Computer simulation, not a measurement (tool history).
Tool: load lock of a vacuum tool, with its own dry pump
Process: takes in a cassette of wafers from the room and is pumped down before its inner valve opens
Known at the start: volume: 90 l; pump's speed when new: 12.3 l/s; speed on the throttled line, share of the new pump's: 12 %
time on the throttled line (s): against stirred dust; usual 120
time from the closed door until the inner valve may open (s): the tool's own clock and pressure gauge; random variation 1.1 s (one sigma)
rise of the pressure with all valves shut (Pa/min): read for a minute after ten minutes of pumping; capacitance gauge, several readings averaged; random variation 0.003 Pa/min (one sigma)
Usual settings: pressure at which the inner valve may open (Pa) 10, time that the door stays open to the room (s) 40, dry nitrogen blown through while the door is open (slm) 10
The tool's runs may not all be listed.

run	day	time on the throttled line (s)	pressure at which the inner valve may open (Pa)	time that the door stays open to the room (s)	dry nitrogen blown through while the door is open (slm)	incoming humidity of the room's air, %	time from the closed door until the inner valve may open (s)	rise of the pressure with all valves shut (Pa/min)
1	0	120	10	40	10	44.6	180.1	0.157
2	2.262	120	10	40	10	44.7	177.7	0.163
3	4.804	120	10	40	10	42.6	177.5	0.162
4	7.675	120	10	40	10	44.4	178.6	0.174
5	11.262	120	10	40	10	44.1	177.1	0.178
6	15.542	120	10	40	10	44.2	179.8	0.178
7	20.538	120	10	40	10	45.7	178.5	0.185
8	25.362	120	10	40	10	46.5	179.9	0.198
9	28.433	120	10	40	10	43.9	177.7	0.196
10	30.925	120	10	40	10	43.5	178.9	0.192
11	34.283	120	10	40	10	47.5	179.4	0.2
12	38.571	120	10	40	10	48.8	177.2	0.214
13	41.25	120	10	40	10	45	179.4	0.205
14	45.112	120	10	40	10	43.3	178.7	0.212
15	47.567	82	10	40	10	45.3	146.9	0.214
16	49.821	82	10	40	10	44.3	145.7	0.216
17	54.458	82	10	40	10	47	147.3	0.233
18	57.508	120	12	40	10	44.5	176.6	0.236
19	61.746	120	12	40	10	50	178.9	0.245
20	66.254	70	10	40	10	48.1	136.3	0.247
21	69.062	70	10	40	10	43.8	135.6	0.251
22	71.583	152	8	194	12	42.9	210.9	0.302
23	74.071	152	19	74	12	44.6	202	0.26
24	77.046	120	10	40	11	45.1	179.4	0.252
25	80.221	226	9	137	5	46.6	274.1	0.309
26	83.429	120	9	40	10	44.7	180.8	0.273
27	88.329	120	10	40	29	46.9	180.9	0.268
28	92.204	120	10	40	8	41.9	180.9	0.278
29	97.096	120	10	64	34	46.6	179.8	0.285
30	100.346	89	10	94	13	43.1	153.8	0.311
31	103.917	89	10	94	13	43.2	154.6	0.313
32	106.025	89	10	94	13	49.3	152.6	0.332
33	108.417	61	16	198	6	43.7	125.5	0.381
34	111.946	134	12	32	8	42.5	190	0.311
35	116.183	231	10	43	10	47.6	275.6	0.323
36	118.554	133	13	139	38	42.9	189.3	0.338

The same runs without the tool's hidden state, with the same run-to-run variation:
The hidden state here: pump's speed, % of a new pump's; leak at the door's seal, Pa l/s; drift of the gauge itself on ready_s, %; drift of the gauge itself on rise_pa_min, %.
run	time from the closed door until the inner valve may open (s)	rise of the pressure with all valves shut (Pa/min)
1	175.3	0.03
2	173	0.029
3	172.6	0.03
4	173.6	0.035
5	172.2	0.038
6	174.7	0.032
7	173.3	0.034
8	174.4	0.039
9	172.3	0.034
10	173.4	0.03
11	173.8	0.032
12	171.5	0.037
13	173.6	0.029
14	172.8	0.031
15	140.4	0.029
16	139.2	0.026
17	140.6	0.035
18	170.7	0.035
19	172.8	0.04
20	129.3	0.034
21	128.6	0.035
22	204.7	0.083
23	196.4	0.04
24	172.7	0.027
25	268.9	0.08
26	173.8	0.033
27	173.8	0.022
28	173.7	0.031
29	172.5	0.026
30	146	0.048
31	146.7	0.047
32	144.7	0.056
33	117.5	0.102
34	182.9	0.027
35	269.9	0.039
36	182	0.045

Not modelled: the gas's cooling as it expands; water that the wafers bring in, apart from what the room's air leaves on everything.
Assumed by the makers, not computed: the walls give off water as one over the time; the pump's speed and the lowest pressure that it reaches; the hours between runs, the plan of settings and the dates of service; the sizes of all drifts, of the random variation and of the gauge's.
